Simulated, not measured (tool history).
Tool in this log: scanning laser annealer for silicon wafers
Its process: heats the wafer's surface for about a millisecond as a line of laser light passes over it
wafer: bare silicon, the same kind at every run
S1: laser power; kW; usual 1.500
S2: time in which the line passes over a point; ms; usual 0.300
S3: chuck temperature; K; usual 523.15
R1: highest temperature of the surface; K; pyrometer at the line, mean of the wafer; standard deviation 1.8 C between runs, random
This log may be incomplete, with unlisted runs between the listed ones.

run,hour,S1,S2,S3,R1
1,0.0,1.500,0.300,523.15,1268.15
2,11.3,1.500,0.300,523.15,1266.15
3,28.8,1.500,0.300,523.15,1266.15
4,39.8,1.500,0.300,523.15,1266.15
# hour 57.4: window over the wafer cleaned
5,57.4,1.583,0.300,523.15,1350.15
6,75.5,1.500,0.271,523.15,1255.15
7,84.4,1.500,0.271,523.15,1257.15
8,99.5,1.500,0.333,523.15,1326.15
9,108.9,1.500,0.333,523.15,1323.15
10,124.3,1.500,0.300,523.15,1291.15
11,136.2,1.500,0.300,514.15,1281.15
12,149.6,1.500,0.300,514.15,1281.15
13,158.7,1.500,0.300,514.15,1276.15
14,173.9,1.500,0.300,514.15,1282.15
15,182.9,1.500,0.300,523.15,1285.15
16,203.5,1.500,0.212,523.15,1181.15
17,214.1,1.500,0.212,523.15,1179.15
18,228.5,1.500,0.247,523.15,1225.15
19,247.3,1.500,0.247,523.15,1223.15
20,259.4,1.491,0.219,535.15,1194.15
21,279.1,1.386,0.342,521.15,1244.15
22,292.5,1.386,0.261,533.15,1176.15
23,302.5,1.386,0.261,533.15,1177.15
24,321.8,1.500,0.300,518.15,1275.15
25,337.8,1.494,0.300,491.15,1243.15
26,352.3,1.500,0.372,539.15,1369.15
27,368.8,1.614,0.367,507.15,1415.15
28,379.0,1.520,0.293,507.15,1271.15
29,393.2,1.339,0.313,540.15,1201.15
30,404.0,1.561,0.300,523.15,1316.15
# hour 421.8: optics aligned, line set to its width
31,427.2,1.381,0.286,516.15,1191.15
32,439.1,1.381,0.286,516.15,1187.15
33,459.8,1.410,0.286,516.15,1206.15
34,479.9,1.410,0.286,516.15,1204.15
35,491.8,1.484,0.356,506.15,1316.15
36,509.4,1.484,0.356,506.15,1316.15
37,518.7,1.500,0.323,523.15,1309.15
38,529.6,1.500,0.323,523.15,1308.15

Each row is a separate what-if for the run after 38, all from the same tool condition, not one after another. Results?
A,540.5,1.562,0.218,539.15,?
B,540.5,1.519,0.225,556.15,?
C,540.5,1.500,0.323,543.15,?

run,R1
A,1241.15
B,1239.15
C,1330.15
The same runs, with their run-to-run variation unchanged, on a tool lacking any hidden condition would have given:
run,R1
A,1267.15
B,1264.15
C,1359.15
